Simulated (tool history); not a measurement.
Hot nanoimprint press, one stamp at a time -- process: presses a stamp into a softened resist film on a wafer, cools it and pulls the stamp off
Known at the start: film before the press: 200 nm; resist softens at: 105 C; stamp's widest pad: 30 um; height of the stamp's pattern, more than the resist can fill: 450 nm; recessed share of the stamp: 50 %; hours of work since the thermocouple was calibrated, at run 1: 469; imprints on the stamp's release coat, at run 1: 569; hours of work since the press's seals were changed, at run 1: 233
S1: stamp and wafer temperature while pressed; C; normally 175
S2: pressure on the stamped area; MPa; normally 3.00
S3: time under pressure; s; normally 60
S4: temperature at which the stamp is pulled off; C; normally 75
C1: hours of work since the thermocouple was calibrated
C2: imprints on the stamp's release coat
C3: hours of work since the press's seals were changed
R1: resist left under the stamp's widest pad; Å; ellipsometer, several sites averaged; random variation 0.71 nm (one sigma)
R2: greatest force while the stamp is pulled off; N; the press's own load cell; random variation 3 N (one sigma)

run 1 hour=0.0 | S1=175 S2=3.00 S3=60 S4=75 | C1=469 C2=569 C3=233 | R1=974 R2=160
run 2 hour=7.7 | S1=175 S2=3.00 S3=60 S4=75 | C1=474 C2=605 C3=239 | R1=954 R2=161
run 3 hour=13.1 | S1=175 S2=3.00 S3=60 S4=75 | C1=478 C2=630 C3=242 | R1=966 R2=155
run 4 hour=18.9 | S1=175 S2=3.00 S3=60 S4=75 | C1=482 C2=657 C3=246 | R1=971 R2=162
run 5 hour=23.1 | S1=175 S2=3.00 S3=60 S4=75 | C1=484 C2=676 C3=249 | R1=971 R2=155
run 6 hour=29.1 | S1=175 S2=3.00 S3=60 S4=71 | C1=488 C2=704 C3=253 | R1=951 R2=163
run 7 hour=37.9 | S1=175 S2=2.14 S3=60 S4=71 | C1=494 C2=745 C3=259 | R1=1113 R2=162
run 8 hour=42.9 | S1=175 S2=2.14 S3=60 S4=71 | C1=498 C2=769 C3=262 | R1=1111 R2=165
run 9 hour=49.3 | S1=175 S2=2.14 S3=60 S4=71 | C1=502 C2=798 C3=266 | R1=1116 R2=164
run 10 hour=55.7 | S1=175 S2=2.14 S3=60 S4=71 | C1=506 C2=828 C3=271 | R1=1108 R2=167
run 11 hour=60.9 | S1=175 S2=3.00 S3=60 S4=75 | C1=510 C2=852 C3=274 | R1=957 R2=169
run 12 hour=67.0 | S1=175 S2=3.00 S3=60 S4=75 | C1=514 C2=881 C3=278 | R1=969 R2=163
run 13 hour=71.5 | S1=175 S2=3.00 S3=90 S4=75 | C1=517 C2=902 C3=281 | R1=820 R2=162
run 14 hour=75.8 | S1=175 S2=3.00 S3=90 S4=75 | C1=520 C2=922 C3=284 | R1=816 R2=168
-- hour=79.5 plate thermocouple calibrated
run 15 hour=87.7 | S1=175 S2=3.00 S3=90 S4=75 | C1=5 C2=963 C3=290 | R1=767 R2=168
-- hour=98.4 plate thermocouple calibrated, once more
run 16 hour=99.7 | S1=175 S2=3.00 S3=90 S4=75 | C1=1 C2=1005 C3=296 | R1=952 R2=173
run 17 hour=106.9 | S1=175 S2=3.00 S3=90 S4=75 | C1=6 C2=1039 C3=301 | R1=935 R2=180
run 18 hour=111.0 | S1=175 S2=3.54 S3=30 S4=79 | C1=8 C2=1058 C3=304 | R1=1259 R2=168
run 19 hour=117.3 | S1=175 S2=3.54 S3=30 S4=79 | C1=13 C2=1087 C3=308 | R1=1260 R2=171
run 20 hour=123.6 | S1=175 S2=3.00 S3=97 S4=62 | C1=17 C2=1117 C3=312 | R1=917 R2=183
run 21 hour=127.6 | S1=187 S2=2.01 S3=43 S4=78 | C1=20 C2=1135 C3=315 | R1=873 R2=178
run 22 hour=133.4 | S1=187 S2=3.91 S3=53 S4=78 | C1=23 C2=1162 C3=319 | R1=583 R2=176
run 23 hour=140.3 | S1=187 S2=3.46 S3=69 S4=74 | C1=28 C2=1194 C3=323 | R1=549 R2=176
run 24 hour=145.8 | S1=175 S2=3.42 S3=60 S4=66 | C1=32 C2=1220 C3=327 | R1=1008 R2=186
run 25 hour=149.6 | S1=175 S2=3.42 S3=107 S4=66 | C1=34 C2=1237 C3=329 | R1=836 R2=188
run 26 hour=153.3 | S1=166 S2=3.02 S3=55 S4=78 | C1=37 C2=1255 C3=332 | R1=1531 R2=177
run 27 hour=160.9 | S1=166 S2=3.02 S3=55 S4=78 | C1=42 C2=1290 C3=337 | R1=1526 R2=184
run 28 hour=165.9 | S1=166 S2=3.02 S3=55 S4=78 | C1=45 C2=1313 C3=340 | R1=1525 R2=177
run 29 hour=172.2 | S1=186 S2=4.04 S3=46 S4=63 | C1=49 C2=1343 C3=345 | R1=631 R2=193
run 30 hour=176.8 | S1=186 S2=4.04 S3=46 S4=63 | C1=52 C2=1364 C3=348 | R1=635 R2=192
run 31 hour=182.5 | S1=168 S2=3.62 S3=37 S4=63 | C1=56 C2=1391 C3=351 | R1=1499 R2=199

3 ways to go on from here, each from the tool as it stands after run 31. What would each give?
run A hour=187.8 | S1=175 S2=2.36 S3=93 S4=75 | C1=60 C2=1416 C3=355 | R1=? R2=?
run B hour=187.8 | S1=176 S2=3.62 S3=84 S4=63 | C1=60 C2=1416 C3=355 | R1=? R2=?
run C hour=187.8 | S1=168 S2=3.62 S3=44 S4=63 | C1=60 C2=1416 C3=355 | R1=? R2=?

run=A R1=1016 R2=180
run=B R1=836 R2=191
run=C R1=1438 R2=197
What these runs would have given with no unlogged condition in the tool:
run=A R1=1020 R2=137
run=B R1=837 R2=146
run=C R1=1441 R2=151
